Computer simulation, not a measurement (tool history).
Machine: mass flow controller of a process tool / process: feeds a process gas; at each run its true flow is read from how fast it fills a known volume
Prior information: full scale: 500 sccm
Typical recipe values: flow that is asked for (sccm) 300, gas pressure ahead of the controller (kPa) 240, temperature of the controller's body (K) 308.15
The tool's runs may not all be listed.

run    hour  flow that is asked for (sccm)  gas pressure ahead of the controller (kPa)  temperature of the controller's body (K)  true flow (%)
  1     0.0                            300                                         240                                    308.15         100.31
  2    99.1                            300                                         240                                    308.15         100.46
  3   260.9                            300                                         240                                    308.15         100.52
  4   399.3                             64                                         240                                    308.15         100.66
  5   492.6                             64                                         240                                    308.15         100.83
  6   665.1                             64                                         241                                    308.15         100.84
  7   800.1                             75                                         240                                    308.15         100.56
      812.2  -- controller's zero set anew
  8   907.6                            300                                         208                                    308.15         100.98
  9   999.2                            300                                         166                                    311.15         101.38
 10  1159.1                            300                                         166                                    311.15         101.43
 11  1328.0                            245                                         233                                    310.15         100.91
 12  1463.6                            245                                         233                                    310.15         101.02
 13  1554.9                            188                                         215                                    307.15         100.84

The same runs without the tool's hidden state, with the same run-to-run variation:
The hidden state here: flow at rest that the sensor doesn't see, % of full scale; true flow over the shown one, %; drift of the gauge itself on true_pct, %.
run  true flow (%)
  1          99.88
  2         100.02
  3         100.05
  4          98.99
  5          99.12
  6          99.04
  7          98.94
  8         100.23
  9         100.62
 10         100.64
 11          99.96
 12         100.04
 13          99.61
